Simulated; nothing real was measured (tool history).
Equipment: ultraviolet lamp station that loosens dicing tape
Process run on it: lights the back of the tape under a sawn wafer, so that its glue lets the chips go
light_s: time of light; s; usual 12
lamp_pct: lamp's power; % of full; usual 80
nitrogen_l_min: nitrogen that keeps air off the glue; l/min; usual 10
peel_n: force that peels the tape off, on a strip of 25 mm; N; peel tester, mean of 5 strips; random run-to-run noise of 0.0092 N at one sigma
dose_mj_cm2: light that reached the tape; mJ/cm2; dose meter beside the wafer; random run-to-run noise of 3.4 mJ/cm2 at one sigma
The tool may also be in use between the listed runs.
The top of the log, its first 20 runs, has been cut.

run,day,light_s,lamp_pct,nitrogen_l_min,hours of work of the lamp,hours of work since the window was cleaned,peel_n,dose_mj_cm2
21,16.25,19,80,10,454,326,0.132,884
22,16.788,19,80,10,462,334,0.116,877
23,17.708,18,98,4,475,347,0.177,1025
24,18.792,23,87,15,491,363,0.09,1150
25,19.479,23,87,15,500,372,0.097,1171
26,20.017,23,87,15,508,380,0.09,1164
27,20.692,8,93,13,518,390,0.636,430
28,21.933,8,93,13,535,407,0.643,432
29,23.233,10,67,10,554,426,0.935,388
30,23.838,10,67,10,563,435,0.901,389
31,24.508,7,100,14,572,444,0.681,409
32,25.325,6,80,10,584,456,1.779,282
33,26.088,22,98,10,595,467,0.081,1242
34,26.8,9,84,10,605,477,0.709,431
35,28.029,9,72,13,622,494,0.878,378
36,28.904,18,82,14,635,507,0.125,862
# day 29.275: window cleaned of glue's vapour
37,30.125,12,96,10,652,12,0.241,667
38,31.429,12,96,10,671,31,0.237,677
39,32.679,8,74,9,689,49,1.251,344
40,33.35,8,80,16,698,58,0.785,375
41,34.271,8,80,16,711,71,0.81,369

For run 42, what comes out?
42,35.446,8,72,16,728,88,?,?

peel_n: 0.994 N
dose_mj_cm2: 336 mJ/cm2
Minus the tool's unlogged condition, the same run would have read peel_n 0.991 N, dose_mj_cm2 336 mJ/cm2.

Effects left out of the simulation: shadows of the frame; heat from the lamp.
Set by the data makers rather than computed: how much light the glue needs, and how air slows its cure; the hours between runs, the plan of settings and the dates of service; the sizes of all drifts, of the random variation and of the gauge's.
